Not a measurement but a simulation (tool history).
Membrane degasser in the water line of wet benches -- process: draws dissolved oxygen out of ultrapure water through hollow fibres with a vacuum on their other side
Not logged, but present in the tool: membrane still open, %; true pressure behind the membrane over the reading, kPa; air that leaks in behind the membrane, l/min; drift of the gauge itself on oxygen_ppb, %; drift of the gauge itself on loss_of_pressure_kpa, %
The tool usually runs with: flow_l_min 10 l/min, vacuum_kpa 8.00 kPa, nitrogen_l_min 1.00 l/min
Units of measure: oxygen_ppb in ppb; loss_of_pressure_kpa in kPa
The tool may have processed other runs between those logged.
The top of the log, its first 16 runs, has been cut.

run    hour  flow_l_min  vacuum_kpa  nitrogen_l_min  hours since the membrane was changed  hours since the vacuum gauge was calibrated  hours since the vacuum lines were made tight  oxygen_ppb  loss_of_pressure_kpa
 17   759.1          10       10.45            1.00                                  3483                                         4139                                          9316       209.0                 49.53
 18   828.8          10       10.45            1.00                                  3553                                         4209                                          9386       210.7                 49.63
 19   868.4          11       17.97            1.72                                  3592                                         4249                                          9426       275.9                 54.53
      872.0  -- vacuum gauge calibrated
 20   901.3          10        8.00            1.87                                  3625                                           29                                          9458        98.6                 49.67
 21   954.5          10       16.22            1.14                                  3678                                           82                                          9511       316.2                 49.76
 22  1016.3           7        8.00            0.83                                  3740                                          144                                          9573       116.1                 34.52
 23  1061.5           6       13.93            0.51                                  3785                                          189                                          9618       321.6                 29.85
     1091.7  -- vacuum gauge calibrated, once more
 24  1106.1           7        8.00            0.49                                  3829                                           14                                          9662       170.5                 34.70
 25  1161.4           7        8.00            0.64                                  3884                                           70                                          9718       137.3                 34.79
 26  1196.4           9        6.21            0.88                                  3919                                          105                                          9753        93.4                 44.84
 27  1227.6          12        6.73            0.88                                  3950                                          136                                          9784       173.1                 59.67
 28  1292.7          12        6.73            0.88                                  4015                                          201                                          9849       175.4                 59.52
 29  1363.9           9        5.36            2.91                                  4087                                          272                                          9920        33.6                 44.70
 30  1430.2          16        5.87            1.15                                  4153                                          339                                          9987       260.0                 79.30
 31  1487.3           9        4.97            0.62                                  4210                                          396                                         10044        79.1                 44.59

Predict each of these 5 candidate next runs independently; none follows another, all start after run 31:
  A  1558.2          10        8.00            2.42                                  4281                                          467                                         10115           ?                     ?
  B  1558.2          16        4.97            0.62                                  4281                                          467                                         10115           ?                     ?
  C  1558.2           9        4.97            1.48                                  4281                                          467                                         10115           ?                     ?
  D  1558.2          10        5.23            1.00                                  4281                                          467                                         10115           ?                     ?
  E  1558.2          10       12.81            1.00                                  4281                                          467                                         10115           ?                     ?

run  oxygen_ppb  loss_of_pressure_kpa
  A        79.6                 49.77
  B       271.9                 79.47
  C        44.1                 44.75
  D        77.3                 50.27
  E       263.7                 49.78
Without the tool's hidden state the same runs would have given:
run  oxygen_ppb  loss_of_pressure_kpa
  A        71.5                 48.21
  B       248.8                 76.98
  C        38.9                 43.35
  D        69.4                 48.70
  E       246.0                 48.22

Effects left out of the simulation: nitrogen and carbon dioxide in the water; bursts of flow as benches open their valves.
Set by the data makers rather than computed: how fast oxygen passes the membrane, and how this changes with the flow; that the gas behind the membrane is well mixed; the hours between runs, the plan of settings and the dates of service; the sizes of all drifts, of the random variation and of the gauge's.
